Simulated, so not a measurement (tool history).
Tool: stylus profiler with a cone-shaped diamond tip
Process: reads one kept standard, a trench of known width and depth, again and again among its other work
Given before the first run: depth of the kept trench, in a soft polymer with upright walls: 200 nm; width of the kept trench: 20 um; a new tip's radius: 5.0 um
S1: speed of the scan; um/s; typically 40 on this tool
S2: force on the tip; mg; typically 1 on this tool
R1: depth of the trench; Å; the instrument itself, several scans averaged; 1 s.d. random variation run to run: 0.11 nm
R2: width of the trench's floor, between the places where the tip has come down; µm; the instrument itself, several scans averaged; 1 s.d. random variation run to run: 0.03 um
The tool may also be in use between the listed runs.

| run | hour | S1 | S2 | R1 | R2 |
|---|---|---|---|---|---|
| 1 | 0 | 40 | 1 | 2002.4 | 15.08 |
| 2 | 25.7 | 40 | 1 | 2004.1 | 15.1 |
| 3 | 58.4 | 40 | 1 | 2002.3 | 15.05 |
| 4 | 100.2 | 110 | 1 | 2000.9 | 14.28 |
| 5 | 139.3 | 10 | 1 | 2001.8 | 15.25 |
| 6 | 164.3 | 10 | 1 | 2000.8 | 15.23 |
| 7 | 185.7 | 23 | 1 | 1999 | 15.11 |
| 8 | 208.6 | 40 | 1 | 1999.5 | 14.84 |
| 9 | 237.7 | 111 | 1 | 1999.6 | 14.18 |
| 10 | 264.2 | 111 | 1 | 2000.5 | 14.19 |
| 11 | 290.1 | 111 | 1 | 1998 | 14.1 |
|  | 318.3 | new tip fitted, height scale calibrated |
| 12 | 330 | 22 | 1 | 2008.3 | 16.97 |
| 13 | 363.7 | 40 | 1 | 2008.6 | 16.73 |
| 14 | 402.8 | 40 | 1 | 2009 | 16.71 |
| 15 | 426.8 | 40 | 1 | 2007.8 | 16.6 |
| 16 | 453.8 | 40 | 1 | 2009.5 | 16.57 |
| 17 | 479.2 | 40 | 1 | 2007.6 | 16.54 |
| 18 | 506.5 | 40 | 1 | 2010.3 | 16.56 |
| 19 | 544.9 | 40 | 1 | 2007.3 | 16.54 |
| 20 | 583.4 | 40 | 1 | 2007.4 | 16.44 |
| 21 | 615.5 | 40 | 1 | 2005.6 | 16.38 |
| 22 | 636.1 | 30 | 1 | 2007 | 16.53 |
| 23 | 676 | 72 | 1 | 2008.2 | 16.04 |
| 24 | 707.5 | 48 | 2.93 | 2018 | 16.44 |
| 25 | 734.8 | 48 | 2.93 | 2016.7 | 16.38 |
| 26 | 763.8 | 48 | 2.93 | 2016.6 | 16.32 |
| 27 | 801.3 | 48 | 2.93 | 2017.8 | 16.29 |
| 28 | 830.6 | 57 | 2.69 | 2014.4 | 16.18 |
| 29 | 868.4 | 78 | 0.65 | 2003.6 | 15.48 |
| 30 | 907.6 | 78 | 0.65 | 2002.7 | 15.55 |
| 31 | 943.5 | 25 | 1.51 | 2008.6 | 16.2 |
| 32 | 961.9 | 25 | 1.51 | 2009.8 | 16.23 |
| 33 | 1002.7 | 43 | 1.29 | 2005.6 | 15.96 |
| 34 | 1031.4 | 43 | 1.29 | 2006.2 | 15.95 |
| 35 | 1052.9 | 43 | 1.45 | 2008.3 | 15.93 |
| 36 | 1071.4 | 43 | 1.45 | 2007.4 | 15.93 |
| 37 | 1096.3 | 43 | 1.45 | 2007.7 | 15.89 |
| 38 | 1118 | 42 | 2.38 | 2013.5 | 15.98 |
| 39 | 1138.3 | 70 | 1.13 | 2005.4 | 15.55 |
| 40 | 1173.9 | 93 | 2.12 | 2009.8 | 15.56 |
| 41 | 1194.4 | 93 | 2.12 | 2011.2 | 15.5 |
| 42 | 1222.7 | 93 | 2.12 | 2010.5 | 15.55 |
| 43 | 1263.5 | 93 | 0.51 | 1998.4 | 14.78 |
| 44 | 1299.5 | 140 | 0.4 | 1999 | 13.86 |
| 45 | 1334.6 | 140 | 0.4 | 1998.9 | 13.77 |
| 46 | 1360.1 | 110 | 0.82 | 2001.8 | 14.76 |

Difference, measured minus no-hidden-state, one row per run. Run-to-run variation is common to both terms; the gauge's own scatter need not be:
Unlogged tool condition in this case: radius of the tip, um; height scale over the true one, %; drift of the gauge itself on depth_nm, %; drift of the gauge itself on floor_um, %.
| run | R1 | R2 |
|---|---|---|
| 1 | -7.5 | -1.69 |
| 2 | -7.6 | -1.71 |
| 3 | -7.9 | -1.75 |
| 4 | -8.1 | -1.77 |
| 5 | -8.3 | -1.81 |
| 6 | -8.4 | -1.83 |
| 7 | -8.5 | -1.85 |
| 8 | -8.6 | -1.87 |
| 9 | -8.8 | -1.89 |
| 10 | -8.9 | -1.92 |
| 11 | -9.1 | -1.94 |
| 12 | -0.4 | -0.02 |
| 13 | -0.6 | -0.07 |
| 14 | -0.8 | -0.11 |
| 15 | -1 | -0.15 |
| 16 | -1.1 | -0.18 |
| 17 | -1.3 | -0.21 |
| 18 | -1.4 | -0.25 |
| 19 | -1.6 | -0.3 |
| 20 | -1.8 | -0.35 |
| 21 | -2 | -0.39 |
| 22 | -2.1 | -0.41 |
| 23 | -2.3 | -0.46 |
| 24 | -2.5 | -0.5 |
| 25 | -2.6 | -0.53 |
| 26 | -2.8 | -0.57 |
| 27 | -3 | -0.62 |
| 28 | -3.1 | -0.64 |
| 29 | -3.3 | -0.7 |
| 30 | -3.5 | -0.73 |
| 31 | -3.7 | -0.77 |
| 32 | -3.8 | -0.8 |
| 33 | -4 | -0.84 |
| 34 | -4.2 | -0.87 |
| 35 | -4.3 | -0.88 |
| 36 | -4.3 | -0.91 |
| 37 | -4.5 | -0.93 |
| 38 | -4.7 | -0.95 |
| 39 | -4.8 | -0.98 |
| 40 | -4.9 | -1.01 |
| 41 | -5 | -1.03 |
| 42 | -5.1 | -1.05 |
| 43 | -5.4 | -1.1 |
| 44 | -5.5 | -1.13 |
| 45 | -5.8 | -1.17 |
| 46 | -5.9 | -1.2 |

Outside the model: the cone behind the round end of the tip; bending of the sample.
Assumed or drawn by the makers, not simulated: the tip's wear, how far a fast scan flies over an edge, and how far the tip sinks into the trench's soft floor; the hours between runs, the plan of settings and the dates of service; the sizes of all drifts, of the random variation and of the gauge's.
